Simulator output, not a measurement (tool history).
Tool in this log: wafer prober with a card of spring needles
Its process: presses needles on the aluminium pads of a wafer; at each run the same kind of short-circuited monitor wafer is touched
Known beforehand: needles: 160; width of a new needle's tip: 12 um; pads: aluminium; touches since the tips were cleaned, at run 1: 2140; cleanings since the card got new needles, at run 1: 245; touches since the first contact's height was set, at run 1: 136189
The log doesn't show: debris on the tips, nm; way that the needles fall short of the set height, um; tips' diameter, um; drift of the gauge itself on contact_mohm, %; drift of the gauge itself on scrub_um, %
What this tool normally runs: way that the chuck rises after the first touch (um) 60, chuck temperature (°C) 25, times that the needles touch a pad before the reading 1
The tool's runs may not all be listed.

run	hour	way that the chuck rises after the first touch (um)	chuck temperature (°C)	times that the needles touch a pad before the reading	touches since the tips were cleaned	cleanings since the card got new needles	touches since the first contact's height was set	resistance of one needle with its contact and lead (mohm)	way that a needle slides on the pad (um)
1	0	60	25	1	2140	245	136189	158	13.75
# hour 2.4: tips cleaned on abrasive film
# hour 12: tips cleaned on abrasive film
# hour 21.5: tips cleaned on abrasive film
# hour 31.1: tips cleaned on abrasive film
2	36.7	60	25	3	1623	249	146653	163	13.94
# hour 41.5: tips cleaned on abrasive film
# hour 51: tips cleaned on abrasive film
# hour 60.6: tips cleaned on abrasive film
# hour 63.2: height of the first contact set anew
# hour 72.8: tips cleaned on abrasive film
# hour 82.3: tips cleaned on abrasive film
3	82.5	60	25	3	42	254	5486	159	13.77
# hour 92: tips cleaned on abrasive film
# hour 101.5: tips cleaned on abrasive film
# hour 111.1: tips cleaned on abrasive film
# hour 120.6: tips cleaned on abrasive film
# hour 132.5: tips cleaned on abrasive film
# hour 143.3: tips cleaned on abrasive film
4	143.3	60	25	3	0	260	22858	156	13.86
# hour 155.2: tips cleaned on abrasive film
# hour 167.1: tips cleaned on abrasive film
# hour 179: tips cleaned on abrasive film
5	180.5	60	25	1	430	263	33494	159	14.1
# hour 190: tips cleaned on abrasive film
# hour 199.6: tips cleaned on abrasive film
# hour 211.4: tips cleaned on abrasive film
# hour 221: tips cleaned on abrasive film
# hour 230.5: tips cleaned on abrasive film
# hour 242.4: tips cleaned on abrasive film
# hour 252: tips cleaned on abrasive film
6	258.8	60	25	1	1968	270	55876	158	13.92
# hour 263.6: tips cleaned on abrasive film
# hour 273.1: tips cleaned on abrasive film
# hour 282.7: tips cleaned on abrasive film
# hour 292.2: tips cleaned on abrasive film
# hour 304.1: tips cleaned on abrasive film
7	308.2	60	25	1	1174	275	69979	158	13.52
# hour 315.4: tips cleaned on abrasive film
# hour 324.9: tips cleaned on abrasive film
# hour 334.4: tips cleaned on abrasive film
# hour 344.6: tips cleaned on abrasive film
8	344.6	60	73	1	0	279	80379	168	13.83
# hour 356.5: tips cleaned on abrasive film
# hour 368.4: tips cleaned on abrasive film
# hour 378: tips cleaned on abrasive film
9	387.4	60	25	1	2707	282	92611	158	13.62
# hour 389.8: tips cleaned on abrasive film
# hour 401.7: tips cleaned on abrasive film
# hour 413.6: tips cleaned on abrasive film
# hour 423.2: tips cleaned on abrasive film
# hour 432.7: tips cleaned on abrasive film
# hour 444.6: tips cleaned on abrasive film
# hour 456.5: tips cleaned on abrasive film
# hour 466.2: tips cleaned on abrasive film
10	466.2	60	75	1	0	290	115112	165	13.9
# hour 478.1: tips cleaned on abrasive film
# hour 490: tips cleaned on abrasive film
# hour 499.5: tips cleaned on abrasive film
# hour 509: tips cleaned on abrasive film
# hour 518.6: tips cleaned on abrasive film
# hour 528.1: tips cleaned on abrasive film
# hour 537.7: tips cleaned on abrasive film
11	539.9	60	25	1	633	297	136157	156	13.81
# hour 549.4: tips cleaned on abrasive film
# hour 558.9: tips cleaned on abrasive film
# hour 570.8: tips cleaned on abrasive film
# hour 580.4: tips cleaned on abrasive film
12	586.8	60	25	1	1843	301	149568	159	13.96
# hour 591.6: tips cleaned on abrasive film
# hour 601.1: tips cleaned on abrasive film
# hour 603.8: height of the first contact set anew
# hour 610.9: tips cleaned on abrasive film
# hour 620.5: tips cleaned on abrasive film
# hour 632.4: tips cleaned on abrasive film
# hour 641.9: tips cleaned on abrasive film
# hour 653.8: tips cleaned on abrasive film
13	657.6	60	25	1	1094	308	15384	157	13.85
# hour 664.8: tips cleaned on abrasive film
# hour 674.3: tips cleaned on abrasive film
# hour 683.9: tips cleaned on abrasive film
# hour 693.4: tips cleaned on abrasive film
14	695.4	60	25	1	582	312	26173	156	13.99
# hour 705: tips cleaned on abrasive film
# hour 714.5: tips cleaned on abrasive film
# hour 724: tips cleaned on abrasive film
# hour 733.6: tips cleaned on abrasive film
# hour 745.5: tips cleaned on abrasive film
15	746.8	60	27	1	387	317	40850	157	13.82
# hour 756.3: tips cleaned on abrasive film
# hour 768.2: tips cleaned on abrasive film
# hour 777.8: tips cleaned on abrasive film
16	782.4	60	27	1	1340	320	51035	156	13.76
# hour 789.6: tips cleaned on abrasive film
# hour 799.1: tips cleaned on abrasive film
# hour 808.7: tips cleaned on abrasive film
# hour 818.2: tips cleaned on abrasive film
# hour 830.1: tips cleaned on abrasive film
# hour 839.7: tips cleaned on abrasive film
# hour 849.2: tips cleaned on abrasive film
# hour 861.1: tips cleaned on abrasive film
17	861.5	42	42	2	131	328	73621	166	9.68
# hour 871.1: tips cleaned on abrasive film
# hour 880.6: tips cleaned on abrasive film
# hour 890.2: tips cleaned on abrasive film
# hour 899.7: tips cleaned on abrasive film
18	906.9	41	25	1	2087	332	86596	164	9.41
# hour 909.4: tips cleaned on abrasive film
# hour 919: tips cleaned on abrasive film
# hour 928.5: tips cleaned on abrasive film
# hour 940.4: tips cleaned on abrasive film
# hour 950: tips cleaned on abrasive film
# hour 959.5: tips cleaned on abrasive film
# hour 971.4: tips cleaned on abrasive film
19	978	41	25	1	1902	339	106884	164	9.34
# hour 982.8: tips cleaned on abrasive film
# hour 992.3: tips cleaned on abrasive film
# hour 1001.9: tips cleaned on abrasive film
# hour 1011.4: tips cleaned on abrasive film
20	1017	41	25	1	1614	343	118025	161	9.36
# hour 1021.8: tips cleaned on abrasive film
# hour 1033.7: tips cleaned on abrasive film
# hour 1045.6: tips cleaned on abrasive film
# hour 1055.2: tips cleaned on abrasive film
# hour 1064.7: tips cleaned on abrasive film
# hour 1074.2: tips cleaned on abrasive film
# hour 1083.8: tips cleaned on abrasive film
# hour 1093.3: tips cleaned on abrasive film
21	1098.8	41	25	1	1582	351	141383	159	9.58
# hour 1103.6: tips cleaned on abrasive film
# hour 1115.5: tips cleaned on abrasive film
# hour 1125: tips cleaned on abrasive film
# hour 1136.9: tips cleaned on abrasive film
# hour 1144.3: height of the first contact set anew
# hour 1149.1: tips cleaned on abrasive film
# hour 1158.7: tips cleaned on abrasive film
22	1165.9	46	57	2	2081	357	6164	168	10.67
# hour 1168.4: tips cleaned on abrasive film
# hour 1177.9: tips cleaned on abrasive film
# hour 1189.8: tips cleaned on abrasive film
# hour 1201.7: tips cleaned on abrasive film
# hour 1213.6: tips cleaned on abrasive film
# hour 1225.5: tips cleaned on abrasive film
23	1234.5	46	57	2	2588	363	25770	166	10.73
# hour 1236.9: tips cleaned on abrasive film
# hour 1248.8: tips cleaned on abrasive film
# hour 1258.4: tips cleaned on abrasive film
# hour 1267.9: tips cleaned on abrasive film
# hour 1279.8: tips cleaned on abrasive film
# hour 1291.7: tips cleaned on abrasive film
# hour 1301.2: tips cleaned on abrasive film
24	1307.9	60	40	1	1911	370	46734	161	13.61

Here are 3 independent what-if runs from the current tool condition. What would each one return?
# hour 1312.7: tips cleaned on abrasive film
# hour 1322.2: tips cleaned on abrasive film
# hour 1331.8: tips cleaned on abrasive film
# hour 1341.3: tips cleaned on abrasive film
# hour 1353.2: tips cleaned on abrasive film
# hour 1362.7: tips cleaned on abrasive film
# hour 1374.6: tips cleaned on abrasive film
# hour 1384.2: tips cleaned on abrasive film
A	1388	60	40	2	1105	378	69614	?	?
# hour 1312.7: tips cleaned on abrasive film
# hour 1322.2: tips cleaned on abrasive film
# hour 1331.8: tips cleaned on abrasive film
# hour 1341.3: tips cleaned on abrasive film
# hour 1353.2: tips cleaned on abrasive film
# hour 1362.7: tips cleaned on abrasive film
# hour 1374.6: tips cleaned on abrasive film
# hour 1384.2: tips cleaned on abrasive film
B	1388	49	50	2	1105	378	69614	?	?
# hour 1312.7: tips cleaned on abrasive film
# hour 1322.2: tips cleaned on abrasive film
# hour 1331.8: tips cleaned on abrasive film
# hour 1341.3: tips cleaned on abrasive film
# hour 1353.2: tips cleaned on abrasive film
# hour 1362.7: tips cleaned on abrasive film
# hour 1374.6: tips cleaned on abrasive film
# hour 1384.2: tips cleaned on abrasive film
C	1388	69	40	2	1105	378	69614	?	?

run	resistance of one needle with its contact and lead (mohm)	way that a needle slides on the pad (um)
A	160	13.94
B	168	11.19
C	162	16.03
With the hidden condition removed and each run's random variation left untouched, the same runs would have given:
run	resistance of one needle with its contact and lead (mohm)	way that a needle slides on the pad (um)
A	160	13.94
B	168	11.19
C	162	16.04
